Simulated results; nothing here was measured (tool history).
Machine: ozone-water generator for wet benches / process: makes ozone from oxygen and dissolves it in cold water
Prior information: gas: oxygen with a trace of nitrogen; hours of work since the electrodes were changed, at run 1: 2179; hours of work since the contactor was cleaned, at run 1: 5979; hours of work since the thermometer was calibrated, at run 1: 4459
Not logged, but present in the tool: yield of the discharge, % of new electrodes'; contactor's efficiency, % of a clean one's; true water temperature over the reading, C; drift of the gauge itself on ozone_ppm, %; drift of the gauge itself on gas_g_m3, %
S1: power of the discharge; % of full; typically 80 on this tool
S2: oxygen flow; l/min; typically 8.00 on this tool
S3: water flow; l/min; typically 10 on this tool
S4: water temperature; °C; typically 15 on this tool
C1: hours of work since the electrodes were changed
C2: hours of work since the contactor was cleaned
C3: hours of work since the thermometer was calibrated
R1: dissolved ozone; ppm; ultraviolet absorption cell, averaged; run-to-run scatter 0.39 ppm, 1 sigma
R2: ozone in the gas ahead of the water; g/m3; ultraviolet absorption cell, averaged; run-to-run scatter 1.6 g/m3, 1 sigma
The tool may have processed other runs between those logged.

run 1 day=0.000 | S1=80 S2=8.00 S3=10 S4=15 | C1=2179 C2=5979 C3=4459 | R1=59.2 R2=287.3
run 2 day=4.612 | S1=80 S2=8.00 S3=10 S4=15 | C1=2250 C2=6051 C3=4531 | R1=59.4 R2=293.1
run 3 day=7.662 | S1=80 S2=8.00 S3=10 S4=15 | C1=2297 C2=6098 C3=4578 | R1=59.4 R2=291.7
run 4 day=13.608 | S1=80 S2=8.00 S3=10 S4=15 | C1=2389 C2=6190 C3=4670 | R1=58.9 R2=289.9
-- day=17.717 water thermometer calibrated
run 5 day=18.646 | S1=80 S2=8.00 S3=10 S4=15 | C1=2467 C2=6268 C3=14 | R1=58.7 R2=287.4
run 6 day=22.771 | S1=80 S2=8.00 S3=10 S4=15 | C1=2531 C2=6332 C3=78 | R1=58.5 R2=288.3
run 7 day=25.862 | S1=80 S2=8.00 S3=10 S4=15 | C1=2579 C2=6380 C3=126 | R1=58.0 R2=287.3
run 8 day=28.633 | S1=80 S2=8.00 S3=16 S4=15 | C1=2622 C2=6423 C3=169 | R1=45.8 R2=287.9
run 9 day=31.479 | S1=80 S2=8.00 S3=16 S4=15 | C1=2666 C2=6467 C3=213 | R1=45.6 R2=288.9
run 10 day=37.525 | S1=80 S2=8.00 S3=10 S4=15 | C1=2760 C2=6561 C3=307 | R1=57.5 R2=288.9
-- day=41.708 water thermometer calibrated, once more
run 11 day=42.708 | S1=80 S2=8.00 S3=8 S4=15 | C1=2840 C2=6641 C3=15 | R1=64.5 R2=285.5
run 12 day=48.779 | S1=80 S2=8.00 S3=8 S4=15 | C1=2934 C2=6735 C3=110 | R1=64.0 R2=286.2
run 13 day=54.600 | S1=80 S2=8.00 S3=8 S4=15 | C1=3024 C2=6825 C3=200 | R1=64.7 R2=285.4
run 14 day=60.517 | S1=80 S2=8.00 S3=10 S4=15 | C1=3116 C2=6916 C3=291 | R1=58.2 R2=286.4
run 15 day=63.500 | S1=44 S2=6.26 S3=11 S4=18 | C1=3162 C2=6963 C3=338 | R1=37.6 R2=222.8
run 16 day=68.296 | S1=63 S2=8.00 S3=10 S4=22 | C1=3236 C2=7037 C3=412 | R1=41.9 R2=239.2
run 17 day=74.183 | S1=80 S2=4.70 S3=15 S4=8 | C1=3327 C2=7128 C3=503 | R1=58.7 R2=413.7
run 18 day=78.508 | S1=44 S2=6.95 S3=15 S4=8 | C1=3394 C2=7195 C3=570 | R1=35.7 R2=205.6
run 19 day=82.133 | S1=44 S2=6.95 S3=15 S4=8 | C1=3451 C2=7251 C3=626 | R1=35.6 R2=204.3
run 20 day=84.971 | S1=44 S2=6.95 S3=15 S4=8 | C1=3495 C2=7295 C3=670 | R1=35.9 R2=205.1
run 21 day=88.096 | S1=44 S2=6.95 S3=15 S4=8 | C1=3543 C2=7344 C3=719 | R1=35.9 R2=205.9
run 22 day=93.612 | S1=56 S2=7.52 S3=10 S4=17 | C1=3629 C2=7429 C3=804 | R1=43.9 R2=230.6
run 23 day=96.150 | S1=59 S2=7.52 S3=8 S4=10 | C1=3668 C2=7469 C3=844 | R1=58.7 R2=239.0
run 24 day=100.912 | S1=59 S2=7.52 S3=8 S4=10 | C1=3742 C2=7543 C3=917 | R1=58.4 R2=235.0
run 25 day=104.171 | S1=46 S2=10.96 S3=11 S4=10 | C1=3792 C2=7593 C3=968 | R1=36.7 R2=155.1
run 26 day=106.838 | S1=86 S2=8.00 S3=10 S4=15 | C1=3833 C2=7634 C3=1009 | R1=59.9 R2=296.1
run 27 day=111.650 | S1=86 S2=8.00 S3=10 S4=15 | C1=3908 C2=7709 C3=1084 | R1=59.7 R2=295.7
run 28 day=114.479 | S1=86 S2=8.00 S3=10 S4=15 | C1=3952 C2=7753 C3=1128 | R1=60.0 R2=295.3

Alternative continuations, all from the tool just after run 28; predict every row:
run A day=119.208 | S1=80 S2=11.60 S3=9 S4=15 | C1=4025 C2=7826 C3=1201 | R1=? R2=?
run B day=119.208 | S1=86 S2=7.39 S3=10 S4=11 | C1=4025 C2=7826 C3=1201 | R1=? R2=?
run C day=119.208 | S1=80 S2=11.46 S3=15 S4=9 | C1=4025 C2=7826 C3=1201 | R1=? R2=?

run=A R1=51.1 R2=215.4
run=B R1=67.5 R2=316.4
run=C R1=46.4 R2=220.2
The same runs, with their run-to-run variation unchanged, on a tool lacking any hidden condition would have given:
run=A R1=56.4 R2=230.9
run=B R1=74.9 R2=340.3
run=C R1=51.7 R2=236.1
